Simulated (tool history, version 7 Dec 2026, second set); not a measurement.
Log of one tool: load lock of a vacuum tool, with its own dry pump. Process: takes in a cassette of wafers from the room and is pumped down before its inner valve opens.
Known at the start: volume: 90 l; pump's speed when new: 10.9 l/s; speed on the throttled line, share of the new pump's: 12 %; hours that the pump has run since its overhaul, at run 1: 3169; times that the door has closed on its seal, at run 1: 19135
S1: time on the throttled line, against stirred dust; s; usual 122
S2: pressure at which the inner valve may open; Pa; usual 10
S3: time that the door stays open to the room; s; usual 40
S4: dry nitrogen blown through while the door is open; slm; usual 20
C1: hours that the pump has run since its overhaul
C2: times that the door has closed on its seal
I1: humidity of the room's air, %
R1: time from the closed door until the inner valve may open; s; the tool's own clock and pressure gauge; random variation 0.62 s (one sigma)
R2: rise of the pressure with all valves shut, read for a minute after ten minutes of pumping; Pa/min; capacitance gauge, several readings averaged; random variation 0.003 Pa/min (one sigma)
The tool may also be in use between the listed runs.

run	day	S1	S2	S3	S4	C1	C2	I1	R1	R2
1	0	122	10	40	20	3169	19135	44.5	184.3	0.018
2	1.6	122	10	40	20	3207	19324	44.1	184.9	0.017
3	3.704	122	10	40	20	3258	19572	46.9	184.4	0.021
4	6.108	122	10	40	20	3316	19855	46.5	183.5	0.017
5	9.025	122	10	40	20	3386	20198	44.8	184	0.015
6	11.554	122	7	40	20	3446	20496	46.3	186.5	0.014
7	13.475	122	7	40	20	3492	20723	46.4	186.9	0.018
8	15.358	122	7	40	20	3538	20944	46.3	186.9	0.016
9	18.321	122	7	40	20	3609	21293	45	186.8	0.016
10	21.283	122	7	40	20	3680	21642	46.3	186.3	0.017
11	24.142	122	7	50	20	3748	21979	47.8	187.1	0.024
12	27.417	122	7	50	20	3827	22365	42.5	186.7	0.014
13	30.946	122	7	50	20	3912	22780	46.6	186.3	0.023
14	33.175	122	7	50	20	3965	23043	46.1	186.1	0.016
15	36.6	122	7	50	20	4047	23446	43.7	186.6	0.016
16	39.738	122	7	50	20	4123	23816	43.1	186.8	0.013
17	42.312	68	12	50	4	4185	24119	48	134.7	0.037
18	45.042	78	10	40	11	4250	24441	46.5	144.5	0.023
19	47.712	122	10	137	20	4314	24755	45.7	183.3	0.028
20	49.992	122	10	37	20	4369	25024	41.8	183.5	0.016
21	52.767	122	10	47	30	4435	25351	45.3	183.9	0.017
22	55.554	122	10	39	12	4502	25679	43.5	181.7	0.021
23	58.25	122	10	121	15	4567	25997	44	183	0.035
# day 61.092: door's seal changed, seat wiped
24	62.029	122	10	121	15	4656	110	46.6	183.5	0.031
25	64.267	122	10	121	15	4710	374	44.7	183.3	0.033
26	66.688	88	15	40	9	4768	659	46.8	149.6	0.027
27	70.242	122	10	40	17	4853	1078	45.2	184.5	0.023
28	71.762	122	7	56	17	4890	1257	43.9	185.8	0.026

Forecast each of these 5 alternatives for the next run:
A	73.6	122	19	56	17	4934	1473	47.6	?	?
B	73.6	102	10	40	4	4934	1473	45.5	?	?
C	73.6	122	10	40	5	4934	1473	44.8	?	?
D	73.6	122	10	40	45	4934	1473	46.5	?	?
E	73.6	122	9	146	18	4934	1473	45.5	?	?

run	R1	R2
A	178.8	0.021
B	166.2	0.023
C	183.6	0.03
D	184.4	0.01
E	183.9	0.032
Without the tool's hidden state the same runs would have given:
run	R1	R2
A	178.8	0.021
B	166.2	0.023
C	183.6	0.03
D	184.4	0.01
E	183.9	0.032
